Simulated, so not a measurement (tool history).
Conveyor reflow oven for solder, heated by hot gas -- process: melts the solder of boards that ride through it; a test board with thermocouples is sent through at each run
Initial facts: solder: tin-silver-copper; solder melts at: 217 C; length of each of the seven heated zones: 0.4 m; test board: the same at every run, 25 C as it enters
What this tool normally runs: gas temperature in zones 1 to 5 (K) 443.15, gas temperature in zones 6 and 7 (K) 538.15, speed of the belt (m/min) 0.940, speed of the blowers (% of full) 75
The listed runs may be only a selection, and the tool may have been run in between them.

run   hour  gas temperature in zones 1 to 5 (K)  gas temperature in zones 6 and 7 (K)  speed of the belt (m/min)  speed of the blowers (% of full)  highest temperature of the board (K)  time above the solder's melting point (s)
  1    0.0                               443.15                                538.15                      0.940                                75                                524.15                                      37.19
  2    8.5                               443.15                                538.15                      1.047                                75                                520.75                                      31.10
  3   25.2                               443.15                                538.15                      0.769                                75                                529.05                                      49.26
  4   36.2                               443.15                                536.15                      0.940                                75                                522.35                                      36.30
  5   52.1                               443.15                                536.15                      0.940                                75                                522.45                                      36.32
  6   65.3                               443.15                                538.15                      0.850                                75                                526.65                                      43.19
  7   73.5                               443.15                                538.15                      0.850                                75                                526.85                                      43.00
  8   85.1                               443.15                                538.15                      0.940                                75                                524.15                                      37.01
  9  100.0                               443.15                                538.15                      0.940                                75                                524.25                                      37.15
 10  109.1                               443.15                                538.15                      0.803                                75                                528.25                                      46.56
 11  118.7                               443.15                                538.15                      0.940                                62                                521.15                                      35.12
 12  131.4                               443.15                                538.15                      0.940                                61                                520.95                                      34.93
 13  147.0                               443.15                                538.15                      0.940                                61                                520.95                                      34.87
 14  157.4                               443.15                                537.15                      0.940                                75                                523.25                                      36.73
 15  171.9                               443.15                                538.15                      0.940                                75                                524.15                                      37.19
 16  191.2                               444.15                                538.15                      0.940                                68                                522.85                                      36.33
 17  208.7                               443.15                                538.15                      0.834                                75                                527.35                                      44.27
 18  223.4                               445.15                                538.15                      0.834                                75                                527.55                                      44.82
 19  234.8                               443.15                                541.15                      0.893                                71                                527.55                                      40.49
     253.8  -- belt drive overhauled, speed set with a stopwatch
 20  257.4                               449.15                                545.15                      0.869                                54                                528.65                                      43.21
     265.4  -- flux residue cleaned out of gas plates and filters
 21  276.1                               440.15                                531.15                      0.940                                75                                517.45                                      33.02
 22  289.8                               443.15                                530.15                      0.940                                89                                519.25                                      35.37
 23  302.2                               446.15                                552.15                      0.940                                75                                536.95                                      42.61
 24  319.9                               443.15                                539.15                      0.772                                55                                526.15                                      46.44
 25  334.4                               451.15                                538.15                      0.940                                79                                526.05                                      39.99
 26  350.8                               443.15                                541.15                      1.108                                53                                514.65                                      24.66
 27  359.4                               443.15                                549.15                      1.070                                70                                528.15                                      33.32
 28  368.9                               443.15                                549.15                      1.070                                57                                524.05                                      31.11
 29  385.5                               443.15                                549.15                      1.070                                57                                524.25                                      30.88
 30  403.8                               443.15                                549.15                      1.070                                57                                524.15                                      31.00

Below are 5 alternative next runs, each starting from the tool's condition after run 30. Predict each:
  A  422.8                               443.15                                533.15                      1.070                                57                                     ?                                          ?
  B  422.8                               445.15                                538.15                      0.940                                75                                     ?                                          ?
  C  422.8                               441.15                                549.15                      1.070                                57                                     ?                                          ?
  D  422.8                               443.15                                529.15                      1.069                                68                                     ?                                          ?
  E  422.8                               443.15                                549.15                      1.070                                60                                     ?                                          ?

run  highest temperature of the board (K)  time above the solder's melting point (s)
  A                                511.15                                      23.79
  B                                524.45                                      37.55
  C                                523.65                                      30.33
  D                                511.15                                      24.51
  E                                525.15                                      31.70
Take away the tool's hidden state, keep each run's random variation, and the runs would have read:
run  highest temperature of the board (K)  time above the solder's melting point (s)
  A                                511.15                                      23.78
  B                                524.35                                      37.54
  C                                523.55                                      30.32
  D                                511.15                                      24.50
  E                                525.15                                      31.70

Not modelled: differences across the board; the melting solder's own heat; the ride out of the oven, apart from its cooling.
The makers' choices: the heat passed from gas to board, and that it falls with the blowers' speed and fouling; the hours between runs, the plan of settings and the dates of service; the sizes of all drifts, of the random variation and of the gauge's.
